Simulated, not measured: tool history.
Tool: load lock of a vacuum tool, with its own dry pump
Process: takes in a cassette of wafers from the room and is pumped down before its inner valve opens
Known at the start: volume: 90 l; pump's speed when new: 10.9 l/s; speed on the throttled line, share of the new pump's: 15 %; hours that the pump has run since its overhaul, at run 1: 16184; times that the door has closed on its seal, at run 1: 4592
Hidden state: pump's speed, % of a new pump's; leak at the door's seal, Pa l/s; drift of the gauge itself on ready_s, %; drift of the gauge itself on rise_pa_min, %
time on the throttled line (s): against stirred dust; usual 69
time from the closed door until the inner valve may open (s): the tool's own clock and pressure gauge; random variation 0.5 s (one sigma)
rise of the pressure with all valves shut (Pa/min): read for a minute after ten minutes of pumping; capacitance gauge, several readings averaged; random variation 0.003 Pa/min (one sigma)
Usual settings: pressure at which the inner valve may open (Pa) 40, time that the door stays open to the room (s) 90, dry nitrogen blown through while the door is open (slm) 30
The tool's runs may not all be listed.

run,day,time on the throttled line (s),pressure at which the inner valve may open (Pa),time that the door stays open to the room (s),dry nitrogen blown through while the door is open (slm),hours that the pump has run since its overhaul,times that the door has closed on its seal,"incoming humidity of the room's air, %",time from the closed door until the inner valve may open (s),rise of the pressure with all valves shut (Pa/min)
1,0,69,40,90,30,16184,4592,47.7,127.9,0.045
2,2.071,69,40,90,30,16234,4651,46.1,128.6,0.043
3,6.208,69,33,90,30,16333,4769,42,129.8,0.041
4,8.212,69,40,90,19,16381,4827,47.6,129,0.049
5,11.071,69,40,90,30,16450,4908,42.7,128.5,0.035
6,14.775,85,40,90,30,16539,5014,45.7,141.5,0.045
7,17.312,85,40,90,30,16600,5087,42.8,142.3,0.041
8,21.112,69,40,90,6,16691,5195,46.1,128.5,0.061
9,24.838,69,40,90,6,16780,5302,47.5,129.3,0.065
10,27.138,69,40,90,6,16835,5368,47.4,127.6,0.066
11,30.208,69,40,90,6,16909,5455,45.2,129,0.065
12,32.196,69,40,90,6,16957,5512,41.6,128.4,0.06
13,34.983,69,40,26,30,17024,5592,43.5,128,0.036
14,38.933,69,40,26,30,17118,5705,42.7,128.3,0.036
15,42.204,69,40,26,30,17197,5798,46.7,128.4,0.036
16,45.596,69,40,26,30,17278,5895,48.2,128.6,0.038
17,49.292,69,40,26,30,17367,6001,44,128.2,0.036
18,51.658,69,40,26,30,17424,6069,44.4,128.8,0.035
19,55.721,69,40,26,30,17521,6185,42.4,128.3,0.036
20,57.892,104,40,90,9,17573,6247,44.9,157.7,0.064
21,60.45,104,40,90,9,17635,6320,46.3,157.3,0.064
22,63.792,104,40,90,9,17715,6416,47.4,156.5,0.068
23,67.375,81,61,35,18,17801,6518,41.1,135.1,0.045
24,71.438,114,57,90,5,17899,6634,44.3,162.9,0.068
25,73.2,114,57,90,5,17941,6684,45.5,162.6,0.07
26,75.617,69,42,25,34,17999,6754,43.4,128,0.035
27,78.65,69,42,25,34,18072,6840,47.9,128.1,0.041
28,80.462,69,70,221,34,18115,6892,46.4,123.2,0.055
29,84.4,138,50,57,30,18210,7005,41.4,184,0.039
30,87.258,137,34,90,18,18278,7086,45.3,186.5,0.051
31,90.029,99,74,90,30,18345,7166,44.1,148.1,0.05
32,92.667,43,40,90,7,18408,7241,48.8,107.6,0.073
33,94.583,71,38,90,22,18454,7296,46.8,130.6,0.056
34,96.633,71,38,90,22,18503,7354,46.5,129.4,0.052
35,98.779,36,34,90,8,18555,7416,44.6,103.2,0.071
36,100.762,36,74,90,11,18602,7472,46.6,95.7,0.065
37,104.579,109,48,73,5,18694,7582,46.3,160.6,0.069

Hidden state or all else? Some run-to-run changes of time from the closed door until the inner valve may open (s), split into what the settings, what came in and random variation would give without the hidden state, and what is left for the hidden state (with any gauge scatter that isn't in both results):
Run 25 -> 26: time on the throttled line (s) 114 -> 69, pressure at which the inner valve may open (Pa) 57 -> 42, time that the door stays open to the room (s) 90 -> 25, dry nitrogen blown through while the door is open (slm) 5 -> 34. time from the closed door until the inner valve may open (s) -34.6: hidden state +1, all else -35.6.
Run 28 -> 29: time on the throttled line (s) 69 -> 138, pressure at which the inner valve may open (Pa) 70 -> 50, time that the door stays open to the room (s) 221 -> 57, dry nitrogen blown through while the door is open (slm) 34 -> 30. time from the closed door until the inner valve may open (s) +60.8: hidden state -0.7, all else +61.5.
Run 31 -> 32: time on the throttled line (s) 99 -> 43, pressure at which the inner valve may open (Pa) 74 -> 40, dry nitrogen blown through while the door is open (slm) 30 -> 7. time from the closed door until the inner valve may open (s) -40.5: hidden state +1.4, all else -41.9.
Run 34 -> 35: time on the throttled line (s) 71 -> 36, pressure at which the inner valve may open (Pa) 38 -> 34, dry nitrogen blown through while the door is open (slm) 22 -> 8. time from the closed door until the inner valve may open (s) -26.2: hidden state +0.8, all else -27.
Run 36 -> 37: time on the throttled line (s) 36 -> 109, pressure at which the inner valve may open (Pa) 74 -> 48, time that the door stays open to the room (s) 90 -> 73, dry nitrogen blown through while the door is open (slm) 11 -> 5. time from the closed door until the inner valve may open (s) +64.9: hidden state -0.7, all else +65.6.
